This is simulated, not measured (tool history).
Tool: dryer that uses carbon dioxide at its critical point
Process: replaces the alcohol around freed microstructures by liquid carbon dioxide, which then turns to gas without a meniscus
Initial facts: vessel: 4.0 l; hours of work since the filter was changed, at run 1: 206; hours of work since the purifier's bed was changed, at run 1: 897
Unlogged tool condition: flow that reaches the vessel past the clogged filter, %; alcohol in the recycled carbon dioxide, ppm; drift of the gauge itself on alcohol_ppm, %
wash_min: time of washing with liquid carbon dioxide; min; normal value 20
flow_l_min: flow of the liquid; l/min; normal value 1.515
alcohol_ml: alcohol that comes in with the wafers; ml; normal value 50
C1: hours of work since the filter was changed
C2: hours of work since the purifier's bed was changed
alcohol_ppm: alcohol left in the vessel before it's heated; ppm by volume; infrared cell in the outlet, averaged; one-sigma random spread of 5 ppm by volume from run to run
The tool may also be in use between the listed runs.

run 1 hour=0 | wash_min=20 flow_l_min=1.515 alcohol_ml=50 | C1=206 C2=897 | alcohol_ppm=175
run 2 hour=48.8 | wash_min=20 flow_l_min=1.515 alcohol_ml=50 | C1=224 C2=914 | alcohol_ppm=178
run 3 hour=85 | wash_min=20 flow_l_min=1.515 alcohol_ml=50 | C1=237 C2=928 | alcohol_ppm=172
run 4 hour=121.6 | wash_min=20 flow_l_min=1.515 alcohol_ml=50 | C1=251 C2=941 | alcohol_ppm=194
run 5 hour=174.1 | wash_min=20 flow_l_min=1.515 alcohol_ml=50 | C1=270 C2=960 | alcohol_ppm=185
run 6 hour=214.3 | wash_min=20 flow_l_min=1.515 alcohol_ml=50 | C1=285 C2=975 | alcohol_ppm=196
run 7 hour=261.2 | wash_min=20 flow_l_min=1.515 alcohol_ml=28 | C1=302 C2=992 | alcohol_ppm=195
run 8 hour=309.3 | wash_min=20 flow_l_min=1.515 alcohol_ml=28 | C1=319 C2=1010 | alcohol_ppm=192
run 9 hour=337 | wash_min=18 flow_l_min=1.515 alcohol_ml=50 | C1=329 C2=1020 | alcohol_ppm=223
run 10 hour=396 | wash_min=27 flow_l_min=1.515 alcohol_ml=50 | C1=351 C2=1041 | alcohol_ppm=179
run 11 hour=428.1 | wash_min=20 flow_l_min=1.515 alcohol_ml=69 | C1=363 C2=1053 | alcohol_ppm=222
run 12 hour=462.7 | wash_min=20 flow_l_min=1.515 alcohol_ml=50 | C1=375 C2=1066 | alcohol_ppm=214
run 13 hour=520.9 | wash_min=20 flow_l_min=1.515 alcohol_ml=50 | C1=397 C2=1087 | alcohol_ppm=215
run 14 hour=583.4 | wash_min=17 flow_l_min=1.515 alcohol_ml=50 | C1=419 C2=1110 | alcohol_ppm=278
run 15 hour=612.3 | wash_min=20 flow_l_min=1.515 alcohol_ml=50 | C1=430 C2=1120 | alcohol_ppm=232
run 16 hour=668.7 | wash_min=20 flow_l_min=1.515 alcohol_ml=50 | C1=451 C2=1141 | alcohol_ppm=241
run 17 hour=713.1 | wash_min=20 flow_l_min=1.515 alcohol_ml=50 | C1=467 C2=1157 | alcohol_ppm=234
run 18 hour=749.4 | wash_min=20 flow_l_min=1.515 alcohol_ml=50 | C1=480 C2=1170 | alcohol_ppm=240
run 19 hour=809.8 | wash_min=19 flow_l_min=1.515 alcohol_ml=50 | C1=502 C2=1193 | alcohol_ppm=259
-- hour=858.8 inlet filter changed
run 20 hour=862.6 | wash_min=19 flow_l_min=0.96 alcohol_ml=50 | C1=1 C2=1211 | alcohol_ppm=477
run 21 hour=897.3 | wash_min=19 flow_l_min=0.96 alcohol_ml=50 | C1=14 C2=1224 | alcohol_ppm=468
run 22 hour=948.8 | wash_min=19 flow_l_min=0.96 alcohol_ml=50 | C1=33 C2=1243 | alcohol_ppm=496
run 23 hour=977.7 | wash_min=19 flow_l_min=0.96 alcohol_ml=50 | C1=43 C2=1254 | alcohol_ppm=489
run 24 hour=1016 | wash_min=20 flow_l_min=1.515 alcohol_ml=50 | C1=57 C2=1267 | alcohol_ppm=221
run 25 hour=1061.1 | wash_min=20 flow_l_min=1.515 alcohol_ml=50 | C1=74 C2=1284 | alcohol_ppm=244
run 26 hour=1087.1 | wash_min=29 flow_l_min=1.46 alcohol_ml=69 | C1=83 C2=1294 | alcohol_ppm=212
run 27 hour=1120.5 | wash_min=29 flow_l_min=1.31 alcohol_ml=29 | C1=96 C2=1306 | alcohol_ppm=216
run 28 hour=1175.3 | wash_min=29 flow_l_min=1.31 alcohol_ml=29 | C1=116 C2=1326 | alcohol_ppm=224
run 29 hour=1231.3 | wash_min=22 flow_l_min=0.93 alcohol_ml=22 | C1=136 C2=1346 | alcohol_ppm=315
run 30 hour=1286.2 | wash_min=14 flow_l_min=0.93 alcohol_ml=42 | C1=156 C2=1366 | alcohol_ppm=1043
run 31 hour=1348.5 | wash_min=12 flow_l_min=1.46 alcohol_ml=38 | C1=179 C2=1389 | alcohol_ppm=487
run 32 hour=1389.8 | wash_min=12 flow_l_min=2.41 alcohol_ml=38 | C1=194 C2=1404 | alcohol_ppm=255
run 33 hour=1441.2 | wash_min=12 flow_l_min=2.41 alcohol_ml=38 | C1=213 C2=1423 | alcohol_ppm=265
run 34 hour=1501.3 | wash_min=20 flow_l_min=1.515 alcohol_ml=109 | C1=235 C2=1445 | alcohol_ppm=306
-- hour=1553.6 purifier's bed changed
run 35 hour=1555.3 | wash_min=20 flow_l_min=2.14 alcohol_ml=48 | C1=253 C2=1 | alcohol_ppm=19
run 36 hour=1591.2 | wash_min=21 flow_l_min=0.93 alcohol_ml=42 | C1=267 C2=14 | alcohol_ppm=253
run 37 hour=1639.9 | wash_min=21 flow_l_min=0.93 alcohol_ml=42 | C1=284 C2=32 | alcohol_ppm=267
run 38 hour=1684.7 | wash_min=31 flow_l_min=1.43 alcohol_ml=41 | C1=301 C2=48 | alcohol_ppm=17
run 39 hour=1735 | wash_min=20 flow_l_min=1.59 alcohol_ml=110 | C1=319 C2=66 | alcohol_ppm=73
run 40 hour=1791.7 | wash_min=20 flow_l_min=1.59 alcohol_ml=110 | C1=340 C2=87 | alcohol_ppm=81
run 41 hour=1821.7 | wash_min=13 flow_l_min=1.59 alcohol_ml=99 | C1=351 C2=98 | alcohol_ppm=464
run 42 hour=1871.9 | wash_min=12 flow_l_min=1.59 alcohol_ml=63 | C1=369 C2=116 | alcohol_ppm=419
run 43 hour=1905.3 | wash_min=29 flow_l_min=1.59 alcohol_ml=63 | C1=381 C2=128 | alcohol_ppm=33
run 44 hour=1955 | wash_min=13 flow_l_min=2.01 alcohol_ml=61 | C1=400 C2=147 | alcohol_ppm=119
run 45 hour=1983.4 | wash_min=12 flow_l_min=1.515 alcohol_ml=86 | C1=410 C2=157 | alcohol_ppm=682
run 46 hour=2019.6 | wash_min=20 flow_l_min=1.7 alcohol_ml=20 | C1=423 C2=170 | alcohol_ppm=40
run 47 hour=2053.6 | wash_min=20 flow_l_min=1.26 alcohol_ml=59 | C1=436 C2=183 | alcohol_ppm=176
run 48 hour=2114.3 | wash_min=16 flow_l_min=2.54 alcohol_ml=65 | C1=458 C2=205 | alcohol_ppm=47

Below, some changes in alcohol_ppm between adjacent runs. For each, the amount present without the hidden state too (settings, incoming material, random variation) and the amount remaining for the hidden state with gauge scatter not shared by both compared results:
Run 29 -> 30: wash_min 22 -> 14, alcohol_ml 22 -> 42. alcohol_ppm +728 ppm by volume: hidden state +102, all else +626.
Run 34 -> 35: flow_l_min 1.515 -> 2.14, alcohol_ml 109 -> 48, purifier's bed changed. alcohol_ppm -287 ppm by volume: hidden state -260, all else -27.
Run 44 -> 45: wash_min 13 -> 12, flow_l_min 2.01 -> 1.515, alcohol_ml 61 -> 86. alcohol_ppm +563 ppm by volume: hidden state +222, all else +341.
Run 45 -> 46: wash_min 12 -> 20, flow_l_min 1.515 -> 1.7, alcohol_ml 86 -> 20. alcohol_ppm -642 ppm by volume: hidden state -262, all else -380.
